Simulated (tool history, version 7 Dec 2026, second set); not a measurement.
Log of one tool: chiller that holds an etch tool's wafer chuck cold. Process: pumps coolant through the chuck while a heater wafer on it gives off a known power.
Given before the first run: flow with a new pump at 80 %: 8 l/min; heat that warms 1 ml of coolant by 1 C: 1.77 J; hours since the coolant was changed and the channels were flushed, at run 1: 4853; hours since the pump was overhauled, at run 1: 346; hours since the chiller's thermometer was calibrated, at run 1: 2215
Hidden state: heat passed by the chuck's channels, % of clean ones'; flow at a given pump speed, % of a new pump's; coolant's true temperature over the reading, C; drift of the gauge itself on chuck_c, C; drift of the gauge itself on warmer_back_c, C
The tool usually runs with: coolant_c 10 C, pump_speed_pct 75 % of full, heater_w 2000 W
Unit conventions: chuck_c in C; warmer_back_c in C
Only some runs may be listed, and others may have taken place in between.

| run | hour | coolant_c | pump_speed_pct | heater_w | hours since the coolant was changed and the channels were flushed | hours since the pump was overhauled | hours since the chiller's thermometer was calibrated | chuck_c | warmer_back_c |
|---|---|---|---|---|---|---|---|---|---|
| 1 | 0 | 10 | 75 | 2000 | 4853 | 346 | 2215 | 31.3 | 9.26 |
| 2 | 70.1 | 10 | 75 | 2000 | 4923 | 417 | 2285 | 31.2 | 9.24 |
| 3 | 189.1 | 10 | 75 | 2000 | 5042 | 535 | 2404 | 31.6 | 9.27 |
|  | 237.2 | coolant changed, channels flushed |
| 4 | 333.8 | 10 | 75 | 2000 | 97 | 674 | 2543 | 29.3 | 9.26 |
| 5 | 411.3 | 10 | 75 | 2000 | 174 | 752 | 2620 | 29.3 | 9.38 |
| 6 | 473.3 | 10 | 75 | 2000 | 236 | 814 | 2682 | 29.2 | 9.35 |
| 7 | 610.4 | 10 | 75 | 2000 | 373 | 951 | 2819 | 29.4 | 9.35 |
| 8 | 722.2 | 10 | 75 | 2000 | 485 | 1063 | 2931 | 29.5 | 9.42 |
| 9 | 822.2 | 10 | 75 | 2000 | 585 | 1163 | 3031 | 29.7 | 9.47 |
| 10 | 965.6 | 10 | 75 | 2000 | 728 | 1306 | 3174 | 29.6 | 9.38 |
| 11 | 1092.3 | 10 | 75 | 2000 | 855 | 1433 | 3301 | 30 | 9.54 |
| 12 | 1179.1 | 16 | 75 | 2000 | 942 | 1520 | 3388 | 35.9 | 9.48 |
| 13 | 1254 | 10 | 75 | 2000 | 1017 | 1594 | 3463 | 29.9 | 9.49 |
| 14 | 1376.3 | 10 | 75 | 2627 | 1139 | 1717 | 3585 | 36.3 | 12.54 |
| 15 | 1518.8 | 10 | 75 | 2627 | 1282 | 1859 | 3728 | 36.7 | 12.62 |
|  | 1554.5 | chiller's thermometer calibrated |
| 16 | 1586.5 | 10 | 75 | 2627 | 1348 | 1926 | 32 | 37 | 12.58 |
| 17 | 1651.7 | 10 | 64 | 2000 | 1414 | 1991 | 97 | 33.7 | 11.34 |
| 18 | 1714.2 | 7 | 68 | 1219 | 1476 | 2054 | 160 | 20.8 | 6.53 |
| 19 | 1823.2 | 7 | 68 | 1219 | 1585 | 2163 | 269 | 20.7 | 6.56 |
| 20 | 1927.6 | 8 | 70 | 2021 | 1689 | 2267 | 373 | 30.4 | 10.47 |
| 21 | 2039.6 | 8 | 70 | 2021 | 1801 | 2379 | 485 | 30.6 | 10.58 |
| 22 | 2189.9 | 10 | 94 | 2967 | 1952 | 2529 | 635 | 35.9 | 11.44 |
| 23 | 2273.2 | 18 | 63 | 2723 | 2035 | 2613 | 719 | 51.3 | 15.93 |
| 24 | 2363.3 | 10 | 75 | 1085 | 2125 | 2703 | 809 | 21.3 | 5.29 |
| 25 | 2425.4 | 10 | 75 | 1085 | 2187 | 2765 | 871 | 21.5 | 5.34 |
| 26 | 2528.7 | 13 | 93 | 1678 | 2291 | 2868 | 974 | 28.4 | 6.61 |
| 27 | 2633.6 | 14 | 70 | 1478 | 2395 | 2973 | 1079 | 31 | 7.88 |
| 28 | 2746.7 | 14 | 70 | 1478 | 2509 | 3086 | 1192 | 30.8 | 7.87 |
| 29 | 2868.1 | 14 | 92 | 1243 | 2630 | 3208 | 1314 | 25.2 | 5.01 |
| 30 | 2963 | 10 | 91 | 1804 | 2725 | 3302 | 1409 | 26.5 | 7.37 |
| 31 | 3050.4 | 16 | 80 | 1096 | 2812 | 3390 | 1496 | 27.1 | 5.13 |

Hidden condition of the tool, last listed run before each entry between runs versus first listed run after:
Logged between run 3 and run 4: coolant changed, channels flushed (hour 237.2)
  heat passed by the chuck's channels, % of clean ones': 84.8 -> 99.1; flow at a given pump speed, % of a new pump's: 97.8 -> 97.5; coolant's true temperature over the reading, C: -0.26 -> -0.27
  what was measured, less what the result would be without the hidden state, chuck_c: +2.6 -> +0.2 C; warmer_back_c: +0.19 -> +0.23 C
Logged between run 15 and run 16: chiller's thermometer calibrated (hour 1554.5)
  heat passed by the chuck's channels, % of clean ones': 95.6 -> 95.4; flow at a given pump speed, % of a new pump's: 94.5 -> 94.4; coolant's true temperature over the reading, C: -0.37 -> -0.01
  what was measured, less what the result would be without the hidden state, chuck_c: +1.7 -> +2.1 C; warmer_back_c: +0.69 -> +0.71 C
